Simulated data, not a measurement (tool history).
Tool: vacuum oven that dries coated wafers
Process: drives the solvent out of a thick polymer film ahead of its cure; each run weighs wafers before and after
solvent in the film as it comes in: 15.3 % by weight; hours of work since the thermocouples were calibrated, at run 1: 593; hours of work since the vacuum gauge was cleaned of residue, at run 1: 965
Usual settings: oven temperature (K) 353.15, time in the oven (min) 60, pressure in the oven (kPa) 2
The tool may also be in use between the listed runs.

| run | hour | oven temperature (K) | time in the oven (min) | pressure in the oven (kPa) | hours of work since the thermocouples were calibrated | hours of work since the vacuum gauge was cleaned of residue | solvent left in the film (%) |
|---|---|---|---|---|---|---|---|
| 1 | 0 | 353.15 | 60 | 2 | 593 | 965 | 3.57 |
| 2 | 24.7 | 353.15 | 60 | 2 | 606 | 978 | 3.56 |
| 3 | 45 | 353.15 | 60 | 2 | 616 | 989 | 3.6 |
| 4 | 68.9 | 358.15 | 60 | 2 | 629 | 1001 | 2.63 |
| 5 | 82.7 | 353.15 | 60 | 2 | 636 | 1009 | 3.62 |
| 6 | 109.2 | 353.15 | 60 | 2 | 650 | 1023 | 3.64 |
| 7 | 136.6 | 353.15 | 60 | 2 | 664 | 1037 | 3.53 |
| 8 | 158.7 | 353.15 | 47 | 2 | 676 | 1049 | 4.53 |
| 9 | 182 | 353.15 | 50 | 2 | 688 | 1061 | 4.19 |
| 10 | 197.9 | 361.15 | 50 | 2 | 696 | 1069 | 2.6 |

The next listed run, before its measurement:
|  | 201.8 | vacuum gauge cleaned of residue and calibrated |
| 11 | 224 | 361.15 | 58 | 2.94 | 709 | 12 | ? |

solvent left in the film (%): 2.65
Without the tool's hidden state the same run would have given solvent left in the film (%) 2.75.
